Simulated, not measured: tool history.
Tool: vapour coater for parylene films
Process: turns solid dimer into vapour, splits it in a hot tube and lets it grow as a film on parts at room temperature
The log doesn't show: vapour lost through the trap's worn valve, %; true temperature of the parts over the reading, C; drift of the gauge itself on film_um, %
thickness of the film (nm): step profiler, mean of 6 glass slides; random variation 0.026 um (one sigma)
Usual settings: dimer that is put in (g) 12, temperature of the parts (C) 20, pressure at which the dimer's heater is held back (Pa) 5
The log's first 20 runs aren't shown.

run    hour  dimer that is put in (g)  temperature of the parts (C)  pressure at which the dimer's heater is held back (Pa)  hours of work since the trap's valve was overhauled  hours of work since the table's thermometer was calibrated  thickness of the film (nm)
 21    1326                         6                            15                                                    5.91                                                  168                                                         944                        1180
 22  1388.9                        13                            20                                                    2.69                                                  216                                                         992                        2580
     1402.5  -- table's thermometer calibrated
     1411.7  -- trap's valve overhauled
 23  1450.5                        12                            20                                                    3.01                                                   30                                                          33                        2700
 24  1528.6                        12                            20                                                    3.01                                                   89                                                          93                        2570
 25  1600.6                        14                            20                                                    3.82                                                  144                                                         147                        2770
 26  1660.2                        14                            20                                                    3.82                                                  189                                                         193                        2750
     1716.3  -- trap's valve overhauled
 27  1722.7                         9                            25                                                    4.13                                                    5                                                         237                        1650
 28  1771.8                         7                            18                                                    4.18                                                   42                                                         274                        1510
 29  1834.1                        18                            22                                                    3.29                                                   90                                                         322                        3610
 30  1871.6                        11                            15                                                    9.85                                                  118                                                         350                        2110

5 ways to go on from here, each from the tool as it stands after run 30. What would each give?
  A  1957.5                        17                            15                                                    5.77                                                  183                                                         415                           ?
  B  1957.5                        12                            15                                                    9.85                                                  183                                                         415                           ?
  C  1957.5                        11                            15                                                    9.43                                                  183                                                         415                           ?
  D  1957.5                        11                            14                                                    9.85                                                  183                                                         415                           ?
  E  1957.5                        12                            23                                                   10.98                                                  183                                                         415                           ?

run  thickness of the film (nm)
  A                        3500
  B                        2190
  C                        2050
  D                        2080
  E                        1730
Without the tool's hidden state the same runs would have given:
run  thickness of the film (nm)
  A                        3930
  B                        2460
  C                        2310
  D                        2340
  E                        1940

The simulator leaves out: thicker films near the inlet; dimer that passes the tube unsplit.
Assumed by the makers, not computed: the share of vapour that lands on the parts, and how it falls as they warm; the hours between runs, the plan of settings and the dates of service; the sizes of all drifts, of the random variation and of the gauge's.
